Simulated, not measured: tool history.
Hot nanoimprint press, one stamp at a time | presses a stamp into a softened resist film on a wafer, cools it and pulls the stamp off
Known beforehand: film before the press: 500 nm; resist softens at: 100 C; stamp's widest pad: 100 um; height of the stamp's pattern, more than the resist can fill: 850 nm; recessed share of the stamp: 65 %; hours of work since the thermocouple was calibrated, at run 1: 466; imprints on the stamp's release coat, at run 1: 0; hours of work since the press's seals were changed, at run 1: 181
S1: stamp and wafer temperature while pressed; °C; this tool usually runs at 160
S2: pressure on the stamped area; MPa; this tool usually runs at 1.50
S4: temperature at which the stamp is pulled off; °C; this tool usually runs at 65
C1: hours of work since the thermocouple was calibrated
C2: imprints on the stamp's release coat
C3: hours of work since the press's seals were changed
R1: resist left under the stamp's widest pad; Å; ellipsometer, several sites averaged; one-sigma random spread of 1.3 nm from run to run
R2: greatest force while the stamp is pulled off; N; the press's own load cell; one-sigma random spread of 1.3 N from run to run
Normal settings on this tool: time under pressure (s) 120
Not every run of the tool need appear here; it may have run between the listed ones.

run 1 hour=0.0 | S1=160 S2=1.50 time_under_pressure_(s)=120 S4=65 | C1=466 C2=0 C3=181 | R1=1819 R2=145
run 2 hour=49.6 | S1=160 S2=1.50 time_under_pressure_(s)=120 S4=65 | C1=493 C2=153 C3=207 | R1=1811 R2=148
run 3 hour=93.6 | S1=160 S2=1.05 time_under_pressure_(s)=120 S4=65 | C1=516 C2=290 C3=230 | R1=2105 R2=150
run 4 hour=125.9 | S1=160 S2=1.50 time_under_pressure_(s)=120 S4=65 | C1=533 C2=390 C3=247 | R1=1801 R2=151
run 5 hour=183.7 | S1=160 S2=1.50 time_under_pressure_(s)=120 S4=65 | C1=563 C2=569 C3=278 | R1=1799 R2=153
-- hour=205.3 stamp cleaned and given a new release coat
-- hour=226.3 plate thermocouple calibrated
run 6 hour=253.0 | S1=160 S2=1.50 time_under_pressure_(s)=120 S4=65 | C1=14 C2=139 C3=309 | R1=1980 R2=155
run 7 hour=287.6 | S1=160 S2=1.50 time_under_pressure_(s)=120 S4=50 | C1=32 C2=246 C3=328 | R1=1981 R2=216
run 8 hour=312.8 | S1=151 S2=1.94 time_under_pressure_(s)=71 S4=53 | C1=46 C2=324 C3=341 | R1=3190 R2=207
run 9 hour=358.0 | S1=151 S2=1.94 time_under_pressure_(s)=71 S4=53 | C1=69 C2=464 C3=365 | R1=3186 R2=206
-- hour=411.9 stamp cleaned and given a new release coat
run 10 hour=411.9 | S1=155 S2=1.50 time_under_pressure_(s)=221 S4=65 | C1=95 C2=0 C3=390 | R1=1925 R2=151
run 11 hour=471.9 | S1=155 S2=1.50 time_under_pressure_(s)=221 S4=65 | C1=126 C2=186 C3=422 | R1=1884 R2=155
run 12 hour=522.0 | S1=160 S2=1.50 time_under_pressure_(s)=146 S4=55 | C1=153 C2=341 C3=448 | R1=1790 R2=196
run 13 hour=580.1 | S1=160 S2=1.50 time_under_pressure_(s)=146 S4=55 | C1=183 C2=521 C3=479 | R1=1763 R2=200
-- hour=619.1 stamp cleaned and given a new release coat
run 14 hour=619.6 | S1=160 S2=1.50 time_under_pressure_(s)=146 S4=55 | C1=201 C2=1 C3=496 | R1=1781 R2=187

Predict each of these 5 candidate next runs independently; none follows another, all start after run 14:
run A hour=655.3 | S1=160 S2=1.99 time_under_pressure_(s)=138 S4=56 | C1=220 C2=112 C3=515 | R1=? R2=?
run B hour=655.3 | S1=163 S2=1.03 time_under_pressure_(s)=146 S4=55 | C1=220 C2=112 C3=515 | R1=? R2=?
run C hour=655.3 | S1=160 S2=2.04 time_under_pressure_(s)=116 S4=65 | C1=220 C2=112 C3=515 | R1=? R2=?
run D hour=655.3 | S1=148 S2=1.50 time_under_pressure_(s)=229 S4=52 | C1=220 C2=112 C3=515 | R1=? R2=?
run E hour=655.3 | S1=155 S2=1.15 time_under_pressure_(s)=146 S4=55 | C1=220 C2=112 C3=515 | R1=? R2=?

run=A R1=1586 R2=187
run=B R1=1845 R2=187
run=C R1=1727 R2=150
run=D R1=2599 R2=202
run=E R1=2462 R2=189
Without the tool's hidden state the same runs would have given:
run=A R1=1603 R2=188
run=B R1=1886 R2=188
run=C R1=1744 R2=151
run=D R1=2659 R2=202
run=E R1=2518 R2=190
